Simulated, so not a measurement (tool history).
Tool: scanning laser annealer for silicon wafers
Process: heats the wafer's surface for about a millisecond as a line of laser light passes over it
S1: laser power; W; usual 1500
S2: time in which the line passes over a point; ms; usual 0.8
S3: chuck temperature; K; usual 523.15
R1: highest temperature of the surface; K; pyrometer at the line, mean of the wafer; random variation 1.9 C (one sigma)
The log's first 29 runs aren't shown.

{"run": 30, "hour": 220.4, "S1": 1524, "S2": 0.936, "S3": 523.15, "R1": 1459.15}
{"run": 31, "hour": 227.0, "S1": 1500, "S2": 0.808, "S3": 499.15, "R1": 1350.15}
{"run": 32, "hour": 233.2, "S1": 1535, "S2": 0.8, "S3": 562.15, "R1": 1424.15}
{"run": 33, "hour": 244.3, "S1": 1535, "S2": 0.8, "S3": 562.15, "R1": 1420.15}
{"run": 34, "hour": 249.6, "S1": 1535, "S2": 0.8, "S3": 562.15, "R1": 1423.15}
{"run": 35, "hour": 256.9, "S1": 1500, "S2": 0.709, "S3": 523.15, "R1": 1309.15}
{"run": 36, "hour": 267.5, "S1": 1624, "S2": 0.709, "S3": 506.15, "R1": 1364.15}
{"run": 37, "hour": 276.7, "S1": 1444, "S2": 0.709, "S3": 500.15, "R1": 1257.15}
{"run": 38, "hour": 283.1, "S1": 1284, "S2": 0.709, "S3": 497.15, "R1": 1168.15}
{"run": 39, "hour": 289.5, "S1": 1500, "S2": 0.821, "S3": 527.15, "R1": 1383.15}
{"run": 40, "hour": 297.1, "S1": 1500, "S2": 0.821, "S3": 527.15, "R1": 1381.15}

3 ways to go on from here, each from the tool as it stands after run 40. What would each give?
{"run": "A", "hour": 307.1, "S1": 1460, "S2": 0.66, "S3": 523.15, "R1": "?"}
{"run": "B", "hour": 307.1, "S1": 1427, "S2": 0.821, "S3": 527.15, "R1": "?"}
{"run": "C", "hour": 307.1, "S1": 1610, "S2": 0.756, "S3": 523.15, "R1": "?"}

run=A R1=1259.15
run=B R1=1339.15
run=C R1=1395.15
Without the tool's hidden state the same runs would have given:
run=A R1=1259.15
run=B R1=1339.15
run=C R1=1395.15

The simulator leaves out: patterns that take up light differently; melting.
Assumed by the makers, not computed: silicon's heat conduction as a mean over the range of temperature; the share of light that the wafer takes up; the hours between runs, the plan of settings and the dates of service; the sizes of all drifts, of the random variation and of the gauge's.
